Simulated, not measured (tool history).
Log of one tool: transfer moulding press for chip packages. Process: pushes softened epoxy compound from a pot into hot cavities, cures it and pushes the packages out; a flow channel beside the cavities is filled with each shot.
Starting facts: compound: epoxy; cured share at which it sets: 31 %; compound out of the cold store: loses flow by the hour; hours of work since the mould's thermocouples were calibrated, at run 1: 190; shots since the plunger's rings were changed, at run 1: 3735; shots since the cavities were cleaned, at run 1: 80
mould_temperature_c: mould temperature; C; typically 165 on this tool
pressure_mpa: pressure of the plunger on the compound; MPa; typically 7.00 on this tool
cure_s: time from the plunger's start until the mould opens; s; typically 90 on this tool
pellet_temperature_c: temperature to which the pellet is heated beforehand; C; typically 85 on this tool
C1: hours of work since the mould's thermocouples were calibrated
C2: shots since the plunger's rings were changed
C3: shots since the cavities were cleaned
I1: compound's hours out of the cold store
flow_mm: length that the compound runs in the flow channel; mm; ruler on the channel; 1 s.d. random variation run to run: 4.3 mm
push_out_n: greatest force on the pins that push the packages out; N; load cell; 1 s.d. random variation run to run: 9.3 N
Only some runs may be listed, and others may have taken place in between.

run 1 day=0.000 | mould_temperature_c=165 pressure_mpa=7.00 cure_s=90 pellet_temperature_c=85 | C1=190 C2=3735 C3=80 | I1=45.5 | flow_mm=424 push_out_n=443
run 2 day=0.312 | mould_temperature_c=165 pressure_mpa=7.00 cure_s=90 pellet_temperature_c=85 | C1=196 C2=3833 C3=178 | I1=33.0 | flow_mm=458 push_out_n=466
run 3 day=0.650 | mould_temperature_c=165 pressure_mpa=7.00 cure_s=90 pellet_temperature_c=85 | C1=202 C2=3939 C3=284 | I1=17.3 | flow_mm=510 push_out_n=561
run 4 day=0.875 | mould_temperature_c=165 pressure_mpa=7.00 cure_s=90 pellet_temperature_c=85 | C1=206 C2=4009 C3=354 | I1=12.0 | flow_mm=528 push_out_n=593
run 5 day=1.117 | mould_temperature_c=165 pressure_mpa=7.00 cure_s=90 pellet_temperature_c=85 | C1=210 C2=4085 C3=430 | I1=28.8 | flow_mm=473 push_out_n=585
run 6 day=1.458 | mould_temperature_c=160 pressure_mpa=7.00 cure_s=90 pellet_temperature_c=85 | C1=216 C2=4193 C3=538 | I1=34.6 | flow_mm=467 push_out_n=884
-- day=1.579 cavities cleaned with cleaning compound and waxed
run 7 day=1.900 | mould_temperature_c=165 pressure_mpa=7.00 cure_s=78 pellet_temperature_c=85 | C1=223 C2=4312 C3=102 | I1=44.0 | flow_mm=426 push_out_n=858
run 8 day=2.100 | mould_temperature_c=165 pressure_mpa=7.00 cure_s=78 pellet_temperature_c=85 | C1=226 C2=4374 C3=164 | I1=15.5 | flow_mm=514 push_out_n=1003
run 9 day=2.383 | mould_temperature_c=165 pressure_mpa=7.00 cure_s=78 pellet_temperature_c=85 | C1=231 C2=4464 C3=254 | I1=21.8 | flow_mm=487 push_out_n=950
run 10 day=2.792 | mould_temperature_c=165 pressure_mpa=7.00 cure_s=78 pellet_temperature_c=85 | C1=238 C2=4591 C3=381 | I1=46.2 | flow_mm=415 push_out_n=879
-- day=2.912 cavities cleaned with cleaning compound and waxed, once more
run 11 day=3.029 | mould_temperature_c=163 pressure_mpa=7.00 cure_s=119 pellet_temperature_c=85 | C1=241 C2=4646 C3=36 | I1=35.9 | flow_mm=453 push_out_n=328
run 12 day=3.446 | mould_temperature_c=167 pressure_mpa=5.27 cure_s=84 pellet_temperature_c=88 | C1=249 C2=4777 C3=167 | I1=17.3 | flow_mm=431 push_out_n=492
run 13 day=3.750 | mould_temperature_c=169 pressure_mpa=7.55 cure_s=101 pellet_temperature_c=86 | C1=254 C2=4872 C3=262 | I1=44.0 | flow_mm=431 push_out_n=387
run 14 day=4.075 | mould_temperature_c=165 pressure_mpa=5.97 cure_s=125 pellet_temperature_c=84 | C1=260 C2=4974 C3=364 | I1=31.1 | flow_mm=423 push_out_n=394
run 15 day=4.296 | mould_temperature_c=165 pressure_mpa=7.43 cure_s=90 pellet_temperature_c=85 | C1=264 C2=5043 C3=433 | I1=45.2 | flow_mm=426 push_out_n=554
-- day=4.738 cavities cleaned with cleaning compound and waxed
run 16 day=4.738 | mould_temperature_c=165 pressure_mpa=7.43 cure_s=90 pellet_temperature_c=85 | C1=270 C2=5162 C3=0 | I1=31.1 | flow_mm=467 push_out_n=383
run 17 day=5.050 | mould_temperature_c=159 pressure_mpa=7.98 cure_s=70 pellet_temperature_c=82 | C1=276 C2=5261 C3=99 | I1=38.9 | flow_mm=473 push_out_n=1094
run 18 day=5.446 | mould_temperature_c=171 pressure_mpa=7.82 cure_s=91 pellet_temperature_c=84 | C1=283 C2=5385 C3=223 | I1=43.1 | flow_mm=431 push_out_n=371
run 19 day=5.650 | mould_temperature_c=165 pressure_mpa=5.25 cure_s=90 pellet_temperature_c=78 | C1=287 C2=5449 C3=287 | I1=40.0 | flow_mm=365 push_out_n=499

Forecast each of these 5 alternatives for the next run:
run A day=6.000 | mould_temperature_c=165 pressure_mpa=8.39 cure_s=130 pellet_temperature_c=85 | C1=293 C2=5559 C3=397 | I1=18.0 | flow_mm=? push_out_n=?
run B day=6.000 | mould_temperature_c=162 pressure_mpa=5.70 cure_s=90 pellet_temperature_c=84 | C1=293 C2=5559 C3=397 | I1=10.4 | flow_mm=? push_out_n=?
run C day=6.000 | mould_temperature_c=169 pressure_mpa=5.25 cure_s=114 pellet_temperature_c=78 | C1=293 C2=5559 C3=397 | I1=21.1 | flow_mm=? push_out_n=?
run D day=6.000 | mould_temperature_c=165 pressure_mpa=5.30 cure_s=90 pellet_temperature_c=91 | C1=293 C2=5559 C3=397 | I1=17.4 | flow_mm=? push_out_n=?
run E day=6.000 | mould_temperature_c=165 pressure_mpa=8.07 cure_s=92 pellet_temperature_c=85 | C1=293 C2=5559 C3=397 | I1=30.0 | flow_mm=? push_out_n=?

run=A flow_mm=535 push_out_n=377
run=B flow_mm=468 push_out_n=763
run=C flow_mm=410 push_out_n=405
run=D flow_mm=428 push_out_n=581
run=E flow_mm=483 push_out_n=549
What these runs would have given with no unlogged condition in the tool:
run=A flow_mm=604 push_out_n=262
run=B flow_mm=528 push_out_n=543
run=C flow_mm=462 push_out_n=284
run=D flow_mm=483 push_out_n=410
run=E flow_mm=545 push_out_n=387

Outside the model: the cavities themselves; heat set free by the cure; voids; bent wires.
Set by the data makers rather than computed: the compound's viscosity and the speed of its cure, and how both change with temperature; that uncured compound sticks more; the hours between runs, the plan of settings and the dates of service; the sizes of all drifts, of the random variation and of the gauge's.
